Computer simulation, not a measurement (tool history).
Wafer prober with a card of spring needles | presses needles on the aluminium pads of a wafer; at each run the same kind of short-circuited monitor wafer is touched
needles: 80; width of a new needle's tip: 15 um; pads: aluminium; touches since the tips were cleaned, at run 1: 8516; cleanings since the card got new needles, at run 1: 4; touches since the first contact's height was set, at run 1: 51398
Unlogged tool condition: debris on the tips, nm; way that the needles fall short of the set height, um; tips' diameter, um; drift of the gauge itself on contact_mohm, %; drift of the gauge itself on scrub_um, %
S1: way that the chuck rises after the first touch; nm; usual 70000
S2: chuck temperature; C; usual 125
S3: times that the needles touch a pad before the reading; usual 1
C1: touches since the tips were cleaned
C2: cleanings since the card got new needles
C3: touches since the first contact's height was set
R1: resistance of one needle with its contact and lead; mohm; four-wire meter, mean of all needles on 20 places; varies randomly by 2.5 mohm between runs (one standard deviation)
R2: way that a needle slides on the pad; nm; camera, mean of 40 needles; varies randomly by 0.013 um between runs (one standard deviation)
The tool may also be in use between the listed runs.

run 1 hour=0.0 | S1=70000 S2=125 S3=1 | C1=8516 C2=4 C3=51398 | R1=320 R2=13380
-- hour=0.8 tips cleaned on abrasive film
run 2 hour=8.8 | S1=64000 S2=125 S3=1 | C1=3670 C2=5 C3=55379 | R1=316 R2=12240
run 3 hour=18.2 | S1=64000 S2=125 S3=1 | C1=7934 C2=5 C3=59643 | R1=334 R2=12220
-- hour=21.1 tips cleaned on abrasive film
-- hour=26.6 height of the first contact set anew
run 4 hour=29.8 | S1=64000 S2=125 S3=1 | C1=3822 C2=6 C3=1478 | R1=320 R2=12320
run 5 hour=38.1 | S1=64000 S2=125 S3=1 | C1=7579 C2=6 C3=5235 | R1=332 R2=12310
-- hour=40.9 tips cleaned on abrasive film
run 6 hour=44.0 | S1=70000 S2=110 S3=1 | C1=1403 C2=7 C3=7894 | R1=299 R2=13410
run 7 hour=55.8 | S1=70000 S2=110 S3=1 | C1=6818 C2=7 C3=13309 | R1=315 R2=13420
-- hour=60.8 tips cleaned on abrasive film
run 8 hour=63.9 | S1=66000 S2=60 S3=2 | C1=1389 C2=8 C3=16925 | R1=284 R2=12660
run 9 hour=74.4 | S1=66000 S2=60 S3=2 | C1=6170 C2=8 C3=21706 | R1=295 R2=12650
-- hour=80.8 tips cleaned on abrasive film
run 10 hour=86.5 | S1=66000 S2=62 S3=2 | C1=2599 C2=9 C3=27187 | R1=285 R2=12650
run 11 hour=98.3 | S1=66000 S2=62 S3=2 | C1=7998 C2=9 C3=32586 | R1=298 R2=12650
-- hour=100.9 tips cleaned on abrasive film
run 12 hour=105.4 | S1=54000 S2=26 S3=1 | C1=2016 C2=10 C3=35762 | R1=297 R2=10320
run 13 hour=116.9 | S1=82000 S2=25 S3=1 | C1=7275 C2=10 C3=41021 | R1=286 R2=15690

Hidden state or all else? Some run-to-run changes of R1, split into what the settings, what came in and random variation would give without the hidden state, and what is left for the hidden state (with any gauge scatter that isn't in both results):
Run 5 -> 6: S1 64000 -> 70000, S2 125 -> 110, tips cleaned on abrasive film. R1 -33 mohm: hidden state -24, all else -9.
